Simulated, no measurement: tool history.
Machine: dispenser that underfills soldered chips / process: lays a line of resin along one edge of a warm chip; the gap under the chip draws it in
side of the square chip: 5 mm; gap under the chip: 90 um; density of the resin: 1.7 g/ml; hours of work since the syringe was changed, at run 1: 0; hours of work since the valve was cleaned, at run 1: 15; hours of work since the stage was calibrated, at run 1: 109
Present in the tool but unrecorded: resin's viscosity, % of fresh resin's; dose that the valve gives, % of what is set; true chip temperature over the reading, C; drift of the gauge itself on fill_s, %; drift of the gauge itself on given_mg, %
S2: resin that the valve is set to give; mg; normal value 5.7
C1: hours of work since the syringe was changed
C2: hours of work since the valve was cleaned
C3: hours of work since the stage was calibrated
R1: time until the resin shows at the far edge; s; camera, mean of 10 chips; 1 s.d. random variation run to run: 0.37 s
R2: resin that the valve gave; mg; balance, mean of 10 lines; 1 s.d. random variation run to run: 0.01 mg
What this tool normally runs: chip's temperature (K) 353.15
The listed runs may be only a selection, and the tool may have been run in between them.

Run 1, day 0: usual settings; C1 0; C2 15; C3 109. Result: R1 22.6 s, R2 5.63 mg.
Run 2, day 0.171: usual settings; C1 3; C2 18; C3 112. Result: R1 26.1 s, R2 5.65 mg.
At day 0.354: new syringe of resin.
Run 3, day 0.462: usual settings; C1 2; C2 22; C3 116. Result: R1 24.3 s, R2 5.65 mg.
At day 0.742: new syringe of resin.
Run 4, day 0.75: usual settings; C1 0; C2 27; C3 121. Result: R1 22.4 s, R2 5.63 mg.
Run 5, day 0.933: usual settings but chip's temperature (K) 362.15; C1 3; C2 29; C3 123. Result: R1 19.1 s, R2 5.65 mg.
At day 1.138: new syringe of resin.
Run 6, day 1.158: usual settings but S2 7.25 mg; C1 0; C2 33; C3 127. Result: R1 21.6 s, R2 7.16 mg.
Run 7, day 1.3: usual settings but chip's temperature (K) 357.15, S2 7.25 mg; C1 3; C2 35; C3 129. Result: R1 21.4 s, R2 7.16 mg.
At day 1.517: new syringe of resin.
Run 8, day 1.562: usual settings but chip's temperature (K) 357.15, S2 7.25 mg; C1 1; C2 39; C3 133. Result: R1 19.4 s, R2 7.13 mg.
Run 9, day 1.875: usual settings; C1 6; C2 44; C3 138. Result: R1 30.8 s, R2 5.59 mg.
At day 1.912: new syringe of resin.
Run 10, day 2.108: usual settings; C1 3; C2 48; C3 142. Result: R1 25.9 s, R2 5.61 mg.
At day 2.308: new syringe of resin.
Run 11, day 2.317: usual settings but S2 5.67 mg; C1 0; C2 51; C3 145. Result: R1 22.3 s, R2 5.55 mg.
Run 12, day 2.608: usual settings but chip's temperature (K) 339.15, S2 6.24 mg; C1 5; C2 56; C3 150. Result: R1 49.6 s, R2 6.07 mg.
At day 2.688: new syringe of resin.
Run 13, day 2.842: usual settings but chip's temperature (K) 339.15, S2 6.24 mg; C1 3; C2 59; C3 153. Result: R1 41.7 s, R2 6.1 mg.
Run 14, day 3.004: usual settings but chip's temperature (K) 363.15, S2 6.37 mg; C1 5; C2 62; C3 156. Result: R1 19.4 s, R2 6.21 mg.
At day 3.092: dispensing valve cleaned and set on the balance.
At day 3.117: new syringe of resin.
Run 15, day 3.279: usual settings but chip's temperature (K) 340.15, S2 5.83 mg; C1 3; C2 3; C3 159. Result: R1 42.2 s, R2 5.81 mg.
At day 3.496: new syringe of resin.
Run 16, day 3.596: usual settings but chip's temperature (K) 366.15, S2 6.26 mg; C1 2; C2 8; C3 164. Result: R1 14.2 s, R2 6.22 mg.
At day 3.871: new syringe of resin.
Run 17, day 3.871: usual settings but chip's temperature (K) 366.15, S2 6.26 mg; C1 0; C2 12; C3 168. Result: R1 13.1 s, R2 6.21 mg.
Run 18, day 4.042: usual settings but chip's temperature (K) 359.15, S2 5.6 mg; C1 3; C2 15; C3 171. Result: R1 20.6 s, R2 5.55 mg.
At day 4.258: new syringe of resin.
Run 19, day 4.329: usual settings but chip's temperature (K) 362.15, S2 5.59 mg; C1 1; C2 19; C3 175. Result: R1 16.3 s, R2 5.53 mg.
Run 20, day 4.558: usual settings but chip's temperature (K) 364.15, S2 5.16 mg; C1 5; C2 23; C3 179. Result: R1 20 s, R2 5.11 mg.
At day 4.638: new syringe of resin.
Run 21, day 4.871: usual settings but chip's temperature (K) 343.15; C1 4; C2 27; C3 184. Result: R1 39.4 s, R2 5.62 mg.
At day 5.029: new syringe of resin.
Run 22, day 5.083: usual settings but chip's temperature (K) 366.15, S2 5.84 mg; C1 1; C2 31; C3 187. Result: R1 14 s, R2 5.75 mg.

Predict each of these 3 candidate next runs independently; none follows another, all start after run 22:
Run A, day 5.346: usual settings but chip's temperature (K) 356.15, S2 5.84 mg; C1 5; C2 35; C3 191. Result: R1 ?, R2 ?.
Run B, day 5.346: usual settings but chip's temperature (K) 339.15, S2 6.79 mg; C1 5; C2 35; C3 191. Result: R1 ?, R2 ?.
Run C, day 5.346: usual settings but chip's temperature (K) 368.15, S2 4.91 mg; C1 5; C2 35; C3 191. Result: R1 ?, R2 ?.

run    R1    R2
  A  25.1  5.73
  B  49.3  6.68
  C  16.9  4.82
Had the tool no hidden state, the same runs would have come out as:
run    R1    R2
  A  19.3  5.83
  B  38.1   6.8
  C  12.9   4.9
